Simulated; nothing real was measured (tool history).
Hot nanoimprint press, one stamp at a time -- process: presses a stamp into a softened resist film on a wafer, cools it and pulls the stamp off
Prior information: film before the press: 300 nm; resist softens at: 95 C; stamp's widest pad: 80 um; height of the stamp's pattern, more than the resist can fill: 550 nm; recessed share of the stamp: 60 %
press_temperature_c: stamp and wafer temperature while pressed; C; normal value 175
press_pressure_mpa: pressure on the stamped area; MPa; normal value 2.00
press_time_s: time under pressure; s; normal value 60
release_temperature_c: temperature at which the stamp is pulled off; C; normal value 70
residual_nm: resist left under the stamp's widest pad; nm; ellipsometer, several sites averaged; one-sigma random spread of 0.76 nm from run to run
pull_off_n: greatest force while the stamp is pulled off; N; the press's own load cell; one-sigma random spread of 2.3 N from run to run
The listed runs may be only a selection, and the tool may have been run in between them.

Run 1, hour 0.0: usual settings. Result: residual_nm 132.9 nm, pull_off_n 107 N.
Run 2, hour 9.5: usual settings but release_temperature_c 72 C. Result: residual_nm 133.9 nm, pull_off_n 99 N.
Run 3, hour 18.6: usual settings but release_temperature_c 72 C. Result: residual_nm 134.1 nm, pull_off_n 100 N.
Run 4, hour 26.3: usual settings but press_pressure_mpa 2.62 MPa. Result: residual_nm 117.1 nm, pull_off_n 104 N.
Run 5, hour 34.2: usual settings but press_pressure_mpa 2.62 MPa. Result: residual_nm 117.3 nm, pull_off_n 104 N.
Run 6, hour 48.3: usual settings but press_time_s 117 s. Result: residual_nm 100.5 nm, pull_off_n 105 N.
Run 7, hour 57.8: usual settings but press_pressure_mpa 2.97 MPa. Result: residual_nm 110.4 nm, pull_off_n 103 N.
Run 8, hour 66.5: usual settings but press_time_s 100 s. Result: residual_nm 109.1 nm, pull_off_n 107 N.
Run 9, hour 77.3: usual settings but press_time_s 100 s. Result: residual_nm 108.1 nm, pull_off_n 102 N.
Run 10, hour 88.7: usual settings but press_time_s 100 s. Result: residual_nm 107.7 nm, pull_off_n 104 N.
Run 11, hour 101.8: usual settings but press_pressure_mpa 1.72 MPa. Result: residual_nm 140.4 nm, pull_off_n 107 N.
Run 12, hour 116.1: usual settings but press_pressure_mpa 1.72 MPa. Result: residual_nm 139.2 nm, pull_off_n 102 N.
At hour 123.2: gauge calibrated.
Run 13, hour 125.3: usual settings but press_pressure_mpa 1.72 MPa. Result: residual_nm 142.5 nm, pull_off_n 103 N.
Run 14, hour 132.1: usual settings but press_temperature_c 174 C. Result: residual_nm 137.0 nm, pull_off_n 102 N.
Run 15, hour 146.8: usual settings but press_temperature_c 174 C. Result: residual_nm 135.9 nm, pull_off_n 105 N.
Run 16, hour 158.2: usual settings but press_temperature_c 174 C, press_pressure_mpa 1.66 MPa, press_time_s 58 s. Result: residual_nm 150.6 nm, pull_off_n 104 N.
Run 17, hour 165.2: usual settings but press_temperature_c 187 C, press_pressure_mpa 2.54 MPa, press_time_s 119 s. Result: residual_nm 65.4 nm, pull_off_n 102 N.
Run 18, hour 180.4: usual settings but press_temperature_c 172 C, press_pressure_mpa 2.34 MPa, press_time_s 41 s, release_temperature_c 65 C. Result: residual_nm 152.6 nm, pull_off_n 119 N.
Run 19, hour 189.1: usual settings but press_temperature_c 182 C, press_pressure_mpa 2.57 MPa, press_time_s 32 s, release_temperature_c 59 C. Result: residual_nm 124.6 nm, pull_off_n 134 N.
Run 20, hour 197.8: usual settings but press_temperature_c 182 C, press_pressure_mpa 2.57 MPa, press_time_s 32 s, release_temperature_c 59 C. Result: residual_nm 125.4 nm, pull_off_n 137 N.
Run 21, hour 205.1: usual settings but press_temperature_c 182 C, press_pressure_mpa 2.57 MPa, press_time_s 32 s, release_temperature_c 59 C. Result: residual_nm 124.5 nm, pull_off_n 132 N.
Run 22, hour 214.9: usual settings but press_temperature_c 177 C. Result: residual_nm 125.3 nm, pull_off_n 103 N.
Run 23, hour 229.0: usual settings but press_temperature_c 177 C, press_pressure_mpa 2.98 MPa. Result: residual_nm 102.3 nm, pull_off_n 104 N.
Run 24, hour 240.3: usual settings but press_temperature_c 182 C, press_pressure_mpa 2.98 MPa, press_time_s 107 s, release_temperature_c 56 C. Result: residual_nm 70.0 nm, pull_off_n 139 N.
At hour 246.2: gauge calibrated.
Run 25, hour 246.7: usual settings but press_temperature_c 173 C, press_pressure_mpa 1.41 MPa, press_time_s 64 s, release_temperature_c 74 C. Result: residual_nm 158.7 nm, pull_off_n 95 N.
Run 26, hour 255.0: usual settings but press_temperature_c 181 C, press_pressure_mpa 2.17 MPa, press_time_s 70 s. Result: residual_nm 102.7 nm, pull_off_n 103 N.
Run 27, hour 263.4: usual settings but press_temperature_c 173 C, press_pressure_mpa 1.31 MPa, press_time_s 93 s. Result: residual_nm 143.6 nm, pull_off_n 112 N.
Run 28, hour 271.2: usual settings but press_temperature_c 173 C, press_pressure_mpa 1.31 MPa, press_time_s 93 s. Result: residual_nm 144.4 nm, pull_off_n 103 N.
Run 29, hour 285.1: usual settings but press_time_s 63 s, release_temperature_c 66 C. Result: residual_nm 130.6 nm, pull_off_n 116 N.

Each row is a separate what-if for the run after 29, all from the same tool condition, not one after another. Results?
Run A, hour 293.0: usual settings but press_time_s 39 s. Result: residual_nm ?, pull_off_n ?.
Run B, hour 293.0: usual settings but press_pressure_mpa 2.98 MPa, press_time_s 48 s. Result: residual_nm ?, pull_off_n ?.
Run C, hour 293.0: usual settings but press_temperature_c 178 C. Result: residual_nm ?, pull_off_n ?.
Run D, hour 293.0: usual settings but press_pressure_mpa 2.50 MPa, press_time_s 55 s, release_temperature_c 66 C. Result: residual_nm ?, pull_off_n ?.

run  residual_nm  pull_off_n
  A        154.2         104
  B        119.4         106
  C        121.4         106
  D        122.9         114
Take away the tool's hidden state, keep each run's random variation, and the runs would have read:
run  residual_nm  pull_off_n
  A        156.2         103
  B        120.8         104
  C        122.9         105
  D        124.5         112
